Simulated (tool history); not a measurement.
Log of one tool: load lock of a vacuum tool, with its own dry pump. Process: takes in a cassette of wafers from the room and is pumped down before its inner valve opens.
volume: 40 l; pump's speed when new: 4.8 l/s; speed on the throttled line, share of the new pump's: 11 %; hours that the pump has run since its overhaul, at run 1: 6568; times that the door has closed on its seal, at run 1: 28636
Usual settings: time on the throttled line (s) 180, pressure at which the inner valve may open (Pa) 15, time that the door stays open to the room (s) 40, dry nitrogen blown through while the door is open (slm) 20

run	hour	time on the throttled line (s)	pressure at which the inner valve may open (Pa)	time that the door stays open to the room (s)	dry nitrogen blown through while the door is open (slm)	hours that the pump has run since its overhaul	times that the door has closed on its seal	incoming humidity of the room's air, %	time from the closed door until the inner valve may open (s)	rise of the pressure with all valves shut (Pa/min)
1	0	180	15	40	20	6568	28636	46.7	233.6	0.136
2	271.4	180	15	202	20	6839	29697	45.5	234.4	0.187
3	592	180	15	40	20	7160	30952	47.6	233.4	0.142
4	931.3	180	15	40	20	7499	32279	46.1	234.2	0.15
5	1208.7	325	15	40	20	7777	33363	45	363.3	0.157
6	1626.8	325	15	40	20	8195	34999	42.8	364.3	0.159
7	2088.1	180	28	40	20	8656	36803	43.6	229.1	0.175
8	2379.4	180	28	40	20	8947	37942	43.9	229.1	0.183
9	2844.1	180	28	40	8	9412	39760	45.3	229	0.215
10	3154.3	180	28	40	8	9722	40973	45.4	229.4	0.208
11	3611.6	180	15	40	20	10180	42762	44.3	234.2	0.215
12	3907.5	180	15	40	20	10476	43919	43.7	235	0.209
13	4223.4	180	15	40	20	10791	45155	47.9	234.9	0.23
14	4693.3	180	15	40	20	11261	46993	45.3	235.4	0.237
15	4901.4	180	15	40	20	11469	47806	45	235.1	0.244
16	5208.6	180	15	40	20	11777	49008	46.4	234.4	0.25
17	5431.1	185	15	40	20	11999	49878	43.4	239.8	0.265
18	5763.4	185	10	40	20	12331	51178	46.4	243.5	0.272
19	5966.7	180	15	76	4	12535	51973	46.5	235.9	0.313
20	6287	180	15	76	4	12855	53226	43.6	235.4	0.321
21	6658.8	179	15	76	6	13227	54680	47.5	234.9	0.337
22	6916	179	15	76	6	13484	55686	41.5	234.8	0.341
23	7330.3	180	25	125	20	13898	57307	46.4	230.9	0.346
24	7615.2	93	14	34	42	14183	58421	46	160.1	0.324
25	8067	93	14	34	42	14635	60188	46.3	160.2	0.341
26	8374.5	154	15	40	20	14942	61390	43.8	214.1	0.357
27	8752.6	154	15	40	19	15321	62869	48.2	213.3	0.36
28	9153.4	154	15	40	19	15721	64437	43.9	213.5	0.376
29	9539.2	327	17	61	20	16107	65946	47.8	366.9	0.394
30	9797.4	333	12	40	24	16365	66956	45.1	374.5	0.396
31	10225.3	333	12	40	24	16793	68629	46.1	372.3	0.418
32	10658.3	333	12	40	24	17226	70323	43.1	374.2	0.441
33	11084.1	333	21	50	24	17652	71988	45.1	368.8	0.452
# hour 11335: door's seal changed, seat wiped
34	11427.9	244	25	50	24	17994	363	44	288	0.031
35	11629.8	244	25	50	24	18196	1153	43.5	288.9	0.035
36	12016.2	239	25	40	24	18583	2664	48.2	284.4	0.035

Forecast each of these 4 alternatives for the next run:
A	12466.3	239	25	40	24	19033	4425	46.1	?	?
B	12466.3	195	24	40	24	19033	4425	47.4	?	?
C	12466.3	239	25	40	27	19033	4425	45.7	?	?
D	12466.3	239	25	40	24	19033	4425	44.9	?	?

run	time from the closed door until the inner valve may open (s)	rise of the pressure with all valves shut (Pa/min)
A	284.4	0.039
B	246.1	0.043
C	284.8	0.034
D	283.9	0.039
Without the tool's hidden state the same runs would have given:
run	time from the closed door until the inner valve may open (s)	rise of the pressure with all valves shut (Pa/min)
A	281	0.028
B	242.3	0.032
C	281.4	0.023
D	280.5	0.028
